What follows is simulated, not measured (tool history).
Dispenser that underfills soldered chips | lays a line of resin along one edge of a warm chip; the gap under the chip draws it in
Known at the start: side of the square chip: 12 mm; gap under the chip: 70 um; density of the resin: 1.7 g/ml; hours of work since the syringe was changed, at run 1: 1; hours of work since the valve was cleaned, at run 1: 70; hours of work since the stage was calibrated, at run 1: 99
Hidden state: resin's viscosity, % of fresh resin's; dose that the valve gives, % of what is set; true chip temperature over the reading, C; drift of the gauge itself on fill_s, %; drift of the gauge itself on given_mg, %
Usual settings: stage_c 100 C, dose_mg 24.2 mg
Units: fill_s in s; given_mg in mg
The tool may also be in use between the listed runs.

run	hour	stage_c	dose_mg	hours of work since the syringe was changed	hours of work since the valve was cleaned	hours of work since the stage was calibrated	fill_s	given_mg
1	0	100	24.2	1	70	99	29.9	23.07
2	6.3	93	24.2	5	75	104	57.1	22.92
3	11	93	24.2	9	79	108	74.4	22.69
# hour 12.7: new syringe of resin
4	15.8	93	24.2	2	82	111	43.8	23.01
5	20.2	100	24.2	6	86	115	45.6	22.55
# hour 26.2: new syringe of resin
6	26.2	95	24.2	0	90	119	34.1	22.62
# hour 30.5: dispensing valve cleaned and set on the balance
7	33.7	95	24.2	5	2	124	48	24.06
8	39.6	100	22.4	10	7	129	60.4	22.33
# hour 40.4: new syringe of resin
9	42.6	100	24.2	2	9	131	32.3	24.04
10	47.3	100	24.2	5	13	134	42.1	24.11
11	50.8	100	24.2	8	15	137	52	23.93
# hour 53.9: new syringe of resin
12	56.9	107	24.2	2	20	142	27	23.81
13	63	107	24.2	7	25	146	38.1	23.69
14	66.4	100	24.2	10	27	149	58.7	23.64
# hour 67.1: new syringe of resin
15	70.3	100	24.2	2	30	152	34.6	23.71
16	75.7	100	23.8	7	34	156	47.1	22.98
# hour 80.7: new syringe of resin
17	82.4	86	24.2	1	39	161	50	23.35
18	87.6	100	29.2	5	43	165	41	28.23
19	93.1	100	29.2	10	47	169	57.9	28.31
# hour 94.2: new syringe of resin
20	97.3	96	21.1	2	50	172	41.3	20.24
21	102.8	96	21.1	7	55	176	56.2	20.5
# hour 107.7: new syringe of resin
22	108.6	91	27.1	1	59	181	39.1	26.14
23	114.1	97	22.3	5	63	185	47.3	21.17
24	120	97	22.3	9	68	189	66.9	21.23
# hour 121.1: new syringe of resin
25	126.5	99	24.6	4	73	194	38.8	23.4
26	130.1	110	24.2	7	75	197	34.8	22.96
# hour 134.3: new syringe of resin
27	135.9	110	28.1	1	80	201	22.4	26.43
28	138.7	92	28.3	3	82	203	45.1	26.62
29	143.4	100	20.8	7	85	207	50.4	19.32
30	147.1	100	20.8	10	88	210	64	19.54
# hour 147.8: new syringe of resin
31	150.5	111	23.5	2	91	212	24.8	22.04
# hour 154.3: dispensing valve cleaned and set on the balance
32	157.7	100	21.5	7	3	217	48.9	21.47
33	160.4	94	25.9	9	5	219	66.3	25.76
# hour 162.1: new syringe of resin
34	166.6	94	25.9	3	9	224	44.4	25.58
35	169.6	103	22.4	6	12	226	40.5	22.34

5 ways to go on from here, each from the tool as it stands after run 35. What would each give?
A	172.7	107	29.4	8	14	228	?	?
B	172.7	102	22.4	8	14	228	?	?
C	172.7	88	22.9	8	14	228	?	?
D	172.7	100	28	8	14	228	?	?
E	172.7	102	23.3	8	14	228	?	?

run	fill_s	given_mg
A	40.8	29.19
B	49.5	22.22
C	79.9	22.59
D	50.5	27.83
E	49.9	22.69
Without the tool's hidden state the same runs would have given:
run	fill_s	given_mg
A	22.2	29.56
B	27.2	22.5
C	44.1	22.87
D	27.5	28.18
E	27.4	22.98

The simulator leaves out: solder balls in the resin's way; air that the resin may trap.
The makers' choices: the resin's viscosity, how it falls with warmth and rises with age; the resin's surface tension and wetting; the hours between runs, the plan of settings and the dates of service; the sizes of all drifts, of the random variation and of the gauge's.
